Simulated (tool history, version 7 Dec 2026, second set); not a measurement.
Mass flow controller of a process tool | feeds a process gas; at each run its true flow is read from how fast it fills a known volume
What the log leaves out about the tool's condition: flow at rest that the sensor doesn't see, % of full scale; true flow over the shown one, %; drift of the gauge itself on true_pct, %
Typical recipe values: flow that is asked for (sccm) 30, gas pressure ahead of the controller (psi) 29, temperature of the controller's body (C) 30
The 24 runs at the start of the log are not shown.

run	hour	flow that is asked for (sccm)	gas pressure ahead of the controller (psi)	temperature of the controller's body (C)	hours of work since the controller was set to zero	hours of work since the controller was changed	true flow (%)
25	3254.8	30	29	30	3680	3680	100.81
26	3388.9	45	29	23	3755	3755	101.69
27	3530.5	27	25.7	40	3833	3833	99.9
28	3697.7	27	25.7	40	3926	3926	100.08
29	3822.4	8	32.5	30	3995	3995	103.17
30	3973.9	34	24.9	30	4080	4080	100.9
31	4148.9	34	24.9	26	4177	4177	101.38
32	4307.5	31	30.3	26	4265	4265	101.57
33	4408.4	10	27.4	37	4321	4321	101.91
34	4553.5	11	20.9	23	4401	4401	102.87
35	4715.3	11	20.9	23	4491	4491	103.08
36	4839.1	11	20.9	23	4560	4560	102.79
37	4926.7	25	35.5	25	4609	4609	102.17
38	5010.7	8	35.5	25	4655	4655	104.62
39	5190.5	8	35.5	25	4755	4755	104.67
40	5348.5	7	29	30	4843	4843	104.57
41	5534.4	25	24.4	30	4946	4946	101.44
42	5633.8	15	27.3	37	5001	5001	101.7
43	5752.7	15	27.3	37	5067	5067	101.52
44	5864.5	15	27.3	37	5129	5129	101.73
45	6001.2	8	29	22	5205	5205	105.19
46	6136.6	24	35.8	20	5280	5280	102.94
47	6317.9	24	35.8	20	5381	5381	103.22
48	6462	36	24.9	20	5461	5461	102.38

Consider 3 possible next runs. They are alternatives, not a sequence: every one starts from the tool as it was left by run 48. What does each give?
A	6645.5	36	22.2	20	5563	5563	?
B	6645.5	9	24.9	20	5563	5563	?
C	6645.5	30	29	34	5563	5563	?

run	true flow (%)
A	102.28
B	105.06
C	101.59
Without the tool's unlogged condition, the same runs would have read:
run	true flow (%)
A	99.8
B	99.5
C	98.91

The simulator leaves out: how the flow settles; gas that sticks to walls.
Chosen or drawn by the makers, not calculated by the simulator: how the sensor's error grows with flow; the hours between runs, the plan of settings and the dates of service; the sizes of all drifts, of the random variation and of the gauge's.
